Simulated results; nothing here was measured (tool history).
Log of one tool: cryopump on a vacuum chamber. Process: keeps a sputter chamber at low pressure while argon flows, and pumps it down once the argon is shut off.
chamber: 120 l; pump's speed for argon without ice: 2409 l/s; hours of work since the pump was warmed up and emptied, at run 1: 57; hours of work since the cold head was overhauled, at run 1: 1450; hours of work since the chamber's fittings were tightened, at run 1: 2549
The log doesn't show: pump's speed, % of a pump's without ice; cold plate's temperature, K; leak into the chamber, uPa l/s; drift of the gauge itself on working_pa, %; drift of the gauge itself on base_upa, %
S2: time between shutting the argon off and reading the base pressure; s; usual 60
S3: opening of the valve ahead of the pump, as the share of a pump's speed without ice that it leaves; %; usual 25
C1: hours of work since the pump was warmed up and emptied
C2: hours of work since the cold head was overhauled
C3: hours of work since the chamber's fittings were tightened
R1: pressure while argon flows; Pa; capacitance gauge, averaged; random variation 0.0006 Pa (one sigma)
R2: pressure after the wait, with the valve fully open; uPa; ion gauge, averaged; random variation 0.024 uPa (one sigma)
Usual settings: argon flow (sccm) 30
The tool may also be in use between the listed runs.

run 1 hour=0.0 | argon_flow_(sccm)=30 S2=60 S3=25 | C1=57 C2=1450 C3=2549 | R1=0.0856 R2=2.05
run 2 hour=72.5 | argon_flow_(sccm)=30 S2=60 S3=25 | C1=88 C2=1480 C3=2580 | R1=0.0852 R2=2.13
run 3 hour=144.0 | argon_flow_(sccm)=30 S2=60 S3=25 | C1=118 C2=1511 C3=2610 | R1=0.0861 R2=2.13
run 4 hour=209.6 | argon_flow_(sccm)=26 S2=60 S3=25 | C1=145 C2=1538 C3=2638 | R1=0.0753 R2=2.24
run 5 hour=259.4 | argon_flow_(sccm)=26 S2=157 S3=25 | C1=166 C2=1559 C3=2659 | R1=0.0751 R2=1.82
run 6 hour=329.6 | argon_flow_(sccm)=30 S2=60 S3=25 | C1=196 C2=1589 C3=2688 | R1=0.0869 R2=2.28
run 7 hour=416.1 | argon_flow_(sccm)=30 S2=60 S3=25 | C1=232 C2=1625 C3=2725 | R1=0.0877 R2=2.31
run 8 hour=466.3 | argon_flow_(sccm)=30 S2=60 S3=25 | C1=253 C2=1646 C3=2746 | R1=0.0883 R2=2.39
run 9 hour=515.7 | argon_flow_(sccm)=30 S2=60 S3=25 | C1=274 C2=1667 C3=2767 | R1=0.0881 R2=2.39
run 10 hour=581.1 | argon_flow_(sccm)=30 S2=62 S3=25 | C1=302 C2=1695 C3=2794 | R1=0.0895 R2=2.34
run 11 hour=630.7 | argon_flow_(sccm)=30 S2=62 S3=25 | C1=323 C2=1715 C3=2815 | R1=0.0886 R2=2.47
run 12 hour=700.1 | argon_flow_(sccm)=30 S2=60 S3=25 | C1=352 C2=1745 C3=2844 | R1=0.0885 R2=2.50
run 13 hour=751.9 | argon_flow_(sccm)=30 S2=60 S3=25 | C1=374 C2=1767 C3=2866 | R1=0.0892 R2=2.60
-- hour=790.4 leaking fittings of the chamber tightened, without venting
run 14 hour=833.7 | argon_flow_(sccm)=30 S2=60 S3=25 | C1=407 C2=1800 C3=18 | R1=0.0887 R2=0.99
run 15 hour=894.4 | argon_flow_(sccm)=30 S2=60 S3=25 | C1=433 C2=1826 C3=44 | R1=0.0907 R2=1.03
run 16 hour=972.9 | argon_flow_(sccm)=39 S2=60 S3=25 | C1=466 C2=1859 C3=77 | R1=0.1189 R2=1.01
run 17 hour=1049.4 | argon_flow_(sccm)=39 S2=60 S3=25 | C1=498 C2=1891 C3=109 | R1=0.1178 R2=1.07
run 18 hour=1126.9 | argon_flow_(sccm)=30 S2=115 S3=23 | C1=531 C2=1924 C3=142 | R1=0.0999 R2=0.65
run 19 hour=1203.1 | argon_flow_(sccm)=15 S2=193 S3=59 | C1=563 C2=1956 C3=174 | R1=0.0215 R2=0.52
run 20 hour=1299.5 | argon_flow_(sccm)=15 S2=193 S3=59 | C1=603 C2=1996 C3=214 | R1=0.0230 R2=0.61
run 21 hour=1383.1 | argon_flow_(sccm)=54 S2=60 S3=44 | C1=639 C2=2031 C3=250 | R1=0.1054 R2=1.12
run 22 hour=1437.9 | argon_flow_(sccm)=30 S2=45 S3=17 | C1=662 C2=2055 C3=273 | R1=0.1337 R2=1.46
-- hour=1469.0 pump warmed up, emptied and cooled again
run 23 hour=1513.2 | argon_flow_(sccm)=57 S2=32 S3=25 | C1=19 C2=2084 C3=302 | R1=0.1619 R2=1.73
run 24 hour=1608.6 | argon_flow_(sccm)=41 S2=194 S3=54 | C1=59 C2=2124 C3=342 | R1=0.0559 R2=0.56
run 25 hour=1683.3 | argon_flow_(sccm)=14 S2=55 S3=25 | C1=90 C2=2156 C3=374 | R1=0.0405 R2=1.21
run 26 hour=1779.7 | argon_flow_(sccm)=14 S2=55 S3=25 | C1=131 C2=2196 C3=414 | R1=0.0398 R2=1.22
run 27 hour=1842.6 | argon_flow_(sccm)=35 S2=214 S3=19 | C1=157 C2=2223 C3=441 | R1=0.1312 R2=0.62
run 28 hour=1895.7 | argon_flow_(sccm)=22 S2=93 S3=25 | C1=180 C2=2245 C3=463 | R1=0.0635 R2=0.90
run 29 hour=1970.1 | argon_flow_(sccm)=56 S2=60 S3=20 | C1=211 C2=2276 C3=495 | R1=0.2030 R2=1.22
run 30 hour=2034.0 | argon_flow_(sccm)=24 S2=22 S3=23 | C1=238 C2=2303 C3=522 | R1=0.0766 R2=2.59
run 31 hour=2102.6 | argon_flow_(sccm)=20 S2=140 S3=25 | C1=267 C2=2332 C3=550 | R1=0.0585 R2=0.83
run 32 hour=2163.8 | argon_flow_(sccm)=36 S2=35 S3=18 | C1=293 C2=2358 C3=576 | R1=0.1438 R2=1.83
run 33 hour=2217.6 | argon_flow_(sccm)=39 S2=35 S3=18 | C1=315 C2=2381 C3=599 | R1=0.1575 R2=1.86

4 ways to go on from here, each from the tool as it stands after run 33. What would each give?
run A hour=2262.5 | argon_flow_(sccm)=39 S2=35 S3=47 | C1=334 C2=2400 C3=618 | R1=? R2=?
run B hour=2262.5 | argon_flow_(sccm)=30 S2=40 S3=25 | C1=334 C2=2400 C3=618 | R1=? R2=?
run C hour=2262.5 | argon_flow_(sccm)=51 S2=24 S3=18 | C1=334 C2=2400 C3=618 | R1=? R2=?
run D hour=2262.5 | argon_flow_(sccm)=18 S2=77 S3=25 | C1=334 C2=2400 C3=618 | R1=? R2=?

run=A R1=0.0635 R2=1.81
run=B R1=0.0892 R2=1.66
run=C R1=0.2084 R2=2.48
run=D R1=0.0537 R2=1.14
Without the tool's hidden state the same runs would have given:
run=A R1=0.0574 R2=1.44
run=B R1=0.0845 R2=1.28
run=C R1=0.2004 R2=2.10
run=D R1=0.0509 R2=0.75
